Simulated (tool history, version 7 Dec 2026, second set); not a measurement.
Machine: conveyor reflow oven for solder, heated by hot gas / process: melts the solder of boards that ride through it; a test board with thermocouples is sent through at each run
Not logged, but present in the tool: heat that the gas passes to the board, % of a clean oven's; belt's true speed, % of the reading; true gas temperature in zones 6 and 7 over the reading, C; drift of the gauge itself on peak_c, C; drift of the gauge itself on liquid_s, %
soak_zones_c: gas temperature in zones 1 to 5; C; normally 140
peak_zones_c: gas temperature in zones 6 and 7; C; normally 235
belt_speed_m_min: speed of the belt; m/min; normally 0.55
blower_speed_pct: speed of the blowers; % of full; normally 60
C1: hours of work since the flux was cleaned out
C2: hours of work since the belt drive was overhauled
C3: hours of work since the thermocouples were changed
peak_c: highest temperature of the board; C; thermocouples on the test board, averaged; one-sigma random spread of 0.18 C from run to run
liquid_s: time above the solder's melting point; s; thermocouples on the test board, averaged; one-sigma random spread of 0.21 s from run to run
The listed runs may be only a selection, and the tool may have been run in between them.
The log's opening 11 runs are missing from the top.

Run 12, day 21.3: usual settings; C1 246; C2 769; C3 769. Result: peak_c 212.1 C, liquid_s 45.3 s.
Run 13, day 22.329: usual settings; C1 265; C2 789; C3 789. Result: peak_c 211.9 C, liquid_s 44.8 s.
Run 14, day 23.775: usual settings; C1 292; C2 816; C3 816. Result: peak_c 212.1 C, liquid_s 44.9 s.
Run 15, day 25.571: usual settings but belt_speed_m_min 0.516 m/min; C1 326; C2 850; C3 850. Result: peak_c 214.5 C, liquid_s 50.9 s.
At day 26.562: flux residue cleaned out of gas plates and filters.
Run 16, day 27.479: usual settings; C1 17; C2 882; C3 882. Result: peak_c 213.7 C, liquid_s 46.4 s.
Run 17, day 29.671: usual settings but soak_zones_c 151 C, belt_speed_m_min 0.632 m/min, blower_speed_pct 64 % of full; C1 59; C2 923; C3 923. Result: peak_c 212.1 C, liquid_s 42.2 s.
Run 18, day 31.208: usual settings but belt_speed_m_min 0.608 m/min, blower_speed_pct 61 % of full; C1 88; C2 952; C3 952. Result: peak_c 209.7 C, liquid_s 38.1 s.
Run 19, day 32.475: usual settings but soak_zones_c 145 C, belt_speed_m_min 0.47 m/min, blower_speed_pct 57 % of full; C1 112; C2 976; C3 976. Result: peak_c 219.1 C, liquid_s 62.4 s.
Run 20, day 33.554: usual settings but soak_zones_c 130 C, peak_zones_c 229 C; C1 132; C2 997; C3 997. Result: peak_c 205.7 C, liquid_s 37.4 s.
Run 21, day 35.596: usual settings but soak_zones_c 142 C, peak_zones_c 236 C, belt_speed_m_min 0.578 m/min, blower_speed_pct 75 % of full; C1 171; C2 1035; C3 1035. Result: peak_c 216.9 C, liquid_s 47.2 s.
Run 22, day 37.471: usual settings but soak_zones_c 142 C, peak_zones_c 244 C, belt_speed_m_min 0.578 m/min, blower_speed_pct 75 % of full; C1 206; C2 1071; C3 1071. Result: peak_c 223.1 C, liquid_s 51.8 s.

Run 23 comes next. What will it give?
Run 23, day 39.158: usual settings but soak_zones_c 126 C, blower_speed_pct 62 % of full; C1 238; C2 1103; C3 1103. Result: peak_c ?, liquid_s ?.

Run 23 came out at peak_c 210.3 C, liquid_s 39.9 s.
With no hidden state in the tool, this same run would have given peak_c 207.6 C, liquid_s 36.6 s.

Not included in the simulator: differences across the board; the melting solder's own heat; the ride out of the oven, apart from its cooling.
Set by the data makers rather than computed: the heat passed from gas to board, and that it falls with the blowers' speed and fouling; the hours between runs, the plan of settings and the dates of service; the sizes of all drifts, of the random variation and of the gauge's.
